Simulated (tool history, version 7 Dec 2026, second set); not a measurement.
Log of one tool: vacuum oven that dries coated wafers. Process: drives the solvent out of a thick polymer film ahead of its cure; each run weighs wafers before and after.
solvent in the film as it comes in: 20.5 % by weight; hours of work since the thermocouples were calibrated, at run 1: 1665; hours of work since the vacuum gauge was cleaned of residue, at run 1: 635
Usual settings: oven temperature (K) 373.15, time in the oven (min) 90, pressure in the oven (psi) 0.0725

run    hour  oven temperature (K)  time in the oven (min)  pressure in the oven (psi)  hours of work since the thermocouples were calibrated  hours of work since the vacuum gauge was cleaned of residue  solvent left in the film (%)
  1     0.0                373.15                      90                      0.0725                                                   1665                                                          635                          3.86
  2    49.5                373.15                      90                      0.0725                                                   1701                                                          671                          3.93
  3    85.6                373.15                      90                      0.0725                                                   1727                                                          697                          3.93
      135.8  -- oven's thermocouples calibrated
  4   138.1                373.15                      90                      0.0725                                                      2                                                          734                          3.14
  5   164.4                373.15                      90                      0.0725                                                     21                                                          753                          3.09
  6   196.1                373.15                      90                      0.0725                                                     44                                                          776                          3.23
  7   228.7                378.15                      90                      0.0725                                                     67                                                          800                          2.06
  8   260.3                378.15                      90                      0.0725                                                     91                                                          823                          2.10
  9   314.5                378.15                      90                      0.0725                                                    130                                                          862                          2.20
 10   368.6                378.15                      90                      0.0725                                                    169                                                          902                          2.13
 11   409.6                378.15                      90                      0.0725                                                    199                                                          931                          2.19
 12   441.5                383.15                      90                      0.0725                                                    222                                                          955                          1.35
 13   475.3                373.15                      90                      0.1350                                                    247                                                          979                          3.84
 14   509.3                373.15                      47                      0.0725                                                    272                                                         1004                          6.84
 15   562.4                372.15                      90                      0.0725                                                    310                                                         1042                          3.67
 16   598.4                372.15                      90                      0.0725                                                    336                                                         1069                          3.63
 17   660.6                373.15                      47                      0.0725                                                    382                                                         1114                          6.89
 18   707.8                373.15                      90                      0.0725                                                    416                                                         1148                          3.42
 19   763.8                373.15                      90                      0.0725                                                    457                                                         1189                          3.46
 20   822.8                373.15                      90                      0.1127                                                    500                                                         1232                          3.75
 21   874.5                373.15                      90                      0.1127                                                    537                                                         1269                          3.91
 22   926.4                373.15                      90                      0.0725                                                    575                                                         1307                          3.54
 23   986.4                373.15                      90                      0.0725                                                    618                                                         1351                          3.60
 24  1019.9                373.15                      90                      0.0725                                                    643                                                         1375                          3.58
 25  1059.7                364.15                     101                      0.0847                                                    672                                                         1404                          5.99
 26  1095.7                373.15                     131                      0.0737                                                    698                                                         1430                          2.25
 27  1122.7                373.15                     131                      0.0737                                                    718                                                         1450                          2.35
 28  1183.4                377.15                     131                      0.0737                                                    762                                                         1494                          1.61
 29  1215.0                373.15                      60                      0.2455                                                    785                                                         1517                          6.90
 30  1242.2                366.15                     105                      0.2480                                                    805                                                         1537                          6.44
 31  1286.7                377.15                     104                      0.0775                                                    837                                                         1569                          2.28
 32  1322.0                373.15                      90                      0.1672                                                    863                                                         1595                          4.37
 33  1379.0                384.15                      90                      0.2071                                                    904                                                         1636                          2.24
 34  1411.1                384.15                      90                      0.2071                                                    927                                                         1660                          2.19
 35  1437.5                384.15                     113                      0.2071                                                    947                                                         1679                          1.99
 36  1471.5                369.15                      80                      0.0725                                                    971                                                         1704                          5.71
 37  1507.9                378.15                     115                      0.0606                                                    998                                                         1730                          1.85
 38  1534.6                371.15                     124                      0.0550                                                   1017                                                         1749                          2.86
 39  1593.4                385.15                      90                      0.0515                                                   1060                                                         1792                          1.37
 40  1647.5                370.15                     110                      0.0616                                                   1099                                                         1832                          3.70
 41  1678.3                370.15                     110                      0.2831                                                   1122                                                         1854                          5.63
 42  1733.3                373.15                      62                      0.0725                                                   1162                                                         1894                          5.89
 43  1779.4                368.15                      62                      0.0725                                                   1195                                                         1927                          7.57
 44  1817.2                368.15                      62                      0.0725                                                   1223                                                         1955                          7.54
 45  1875.9                368.15                      62                      0.0725                                                   1265                                                         1998                          7.57
 46  1926.3                368.15                      62                      0.0725                                                   1302                                                         2034                          7.53
 47  1954.4                368.15                      62                      0.0725                                                   1322                                                         2055                          7.67

3 ways to go on from here, each from the tool as it stands after run 47. What would each give?
  A  1983.2                373.15                      90                      0.1176                                                   1343                                                         2076                             ?
  B  1983.2                368.15                      60                      0.0725                                                   1343                                                         2076                             ?
  C  1983.2                368.15                      62                      0.1768                                                   1343                                                         2076                             ?

run  solvent left in the film (%)
  A                          4.27
  B                          7.89
  C                          8.31
Without the tool's hidden state the same runs would have given:
run  solvent left in the film (%)
  A                          3.24
  B                          6.84
  C                          7.24

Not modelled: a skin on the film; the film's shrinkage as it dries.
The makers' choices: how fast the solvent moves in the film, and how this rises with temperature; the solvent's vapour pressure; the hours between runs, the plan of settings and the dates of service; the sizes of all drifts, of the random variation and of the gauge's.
